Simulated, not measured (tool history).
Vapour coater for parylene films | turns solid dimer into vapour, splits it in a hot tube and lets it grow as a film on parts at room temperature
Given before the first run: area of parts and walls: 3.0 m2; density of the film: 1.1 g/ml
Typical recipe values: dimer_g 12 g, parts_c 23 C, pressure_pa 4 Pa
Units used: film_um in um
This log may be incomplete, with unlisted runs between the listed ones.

run	hour	dimer_g	parts_c	pressure_pa	film_um
1	0	12	23	4	2.229
2	77.4	12	23	4	2.239
3	149.7	12	23	4	2.229
4	188.6	12	23	10.61	2.135
5	240.4	12	23	10.61	2.116
6	303.8	9	23	4	1.674
7	341.4	21	25	11.35	3.533
8	389.6	21	25	11.35	3.52
9	455.7	21	25	11.35	3.549
10	505.4	21	25	11.35	3.548
11	583.1	21	25	11.35	3.532
12	665	10	33	3.04	1.518

Withheld: 1 entry from between the runs. Position of each, and hidden state at the listed run before versus the listed run after:
Between runs 1 and 2: trap's valve overhauled (hour 27.1)
  vapour lost through the trap's worn valve, %: 0.1 -> 0
